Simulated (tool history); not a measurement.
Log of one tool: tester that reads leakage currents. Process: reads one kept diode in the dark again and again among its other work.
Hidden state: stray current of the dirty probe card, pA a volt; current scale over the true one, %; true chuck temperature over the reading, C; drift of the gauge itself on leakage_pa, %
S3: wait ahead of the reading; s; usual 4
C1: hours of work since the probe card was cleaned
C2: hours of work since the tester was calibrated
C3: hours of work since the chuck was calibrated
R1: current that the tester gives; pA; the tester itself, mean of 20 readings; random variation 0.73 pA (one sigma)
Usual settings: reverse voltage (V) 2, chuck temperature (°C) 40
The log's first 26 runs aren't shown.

run 27 hour=1689.4 | reverse_voltage_(V)=7.34 chuck_temperature_(°C)=48 S3=4 | C1=801 C2=2176 C3=953 | R1=733.25
run 28 hour=1781.2 | reverse_voltage_(V)=9.26 chuck_temperature_(°C)=48 S3=9.05 | C1=849 C2=2223 C3=1000 | R1=796.9
-- hour=1832.2 tester calibrated
run 29 hour=1841.1 | reverse_voltage_(V)=9.26 chuck_temperature_(°C)=48 S3=9.05 | C1=879 C2=5 C3=1030 | R1=793.78
run 30 hour=1899.1 | reverse_voltage_(V)=9.26 chuck_temperature_(°C)=48 S3=9.05 | C1=909 C2=35 C3=1060 | R1=791.72
run 31 hour=1942.3 | reverse_voltage_(V)=5.53 chuck_temperature_(°C)=52 S3=9.05 | C1=931 C2=57 C3=1082 | R1=914.49
run 32 hour=2036.6 | reverse_voltage_(V)=2.83 chuck_temperature_(°C)=42 S3=9.05 | C1=980 C2=106 C3=1131 | R1=326.92
run 33 hour=2087.4 | reverse_voltage_(V)=2 chuck_temperature_(°C)=32 S3=6.01 | C1=1006 C2=132 C3=1158 | R1=120.32
run 34 hour=2138.4 | reverse_voltage_(V)=3.57 chuck_temperature_(°C)=40 S3=3.26 | C1=1033 C2=158 C3=1184 | R1=295.25
run 35 hour=2190.9 | reverse_voltage_(V)=8.12 chuck_temperature_(°C)=45 S3=3.26 | C1=1060 C2=186 C3=1211 | R1=594.38
run 36 hour=2245.3 | reverse_voltage_(V)=2 chuck_temperature_(°C)=34 S3=0.54 | C1=1088 C2=214 C3=1239 | R1=144.64
run 37 hour=2306.1 | reverse_voltage_(V)=3.82 chuck_temperature_(°C)=21 S3=0.54 | C1=1120 C2=245 C3=1271 | R1=56.17
run 38 hour=2403.9 | reverse_voltage_(V)=2.41 chuck_temperature_(°C)=21 S3=9.24 | C1=1170 C2=296 C3=1321 | R1=46.49
run 39 hour=2475.8 | reverse_voltage_(V)=3.52 chuck_temperature_(°C)=26 S3=4 | C1=1207 C2=333 C3=1359 | R1=84.49

Forecast each of these 3 alternatives for the next run:
run A hour=2523.6 | reverse_voltage_(V)=3.13 chuck_temperature_(°C)=26 S3=4 | C1=1232 C2=358 C3=1383 | R1=?
run B hour=2523.6 | reverse_voltage_(V)=2 chuck_temperature_(°C)=51 S3=7.03 | C1=1232 C2=358 C3=1383 | R1=?
run C hour=2523.6 | reverse_voltage_(V)=2.94 chuck_temperature_(°C)=54 S3=5.56 | C1=1232 C2=358 C3=1383 | R1=?

run=A R1=81.18
run=B R1=601.42
run=C R1=866.71
Without the tool's hidden state the same runs would have given:
run=A R1=81.33
run=B R1=602.7
run=C R1=868.52
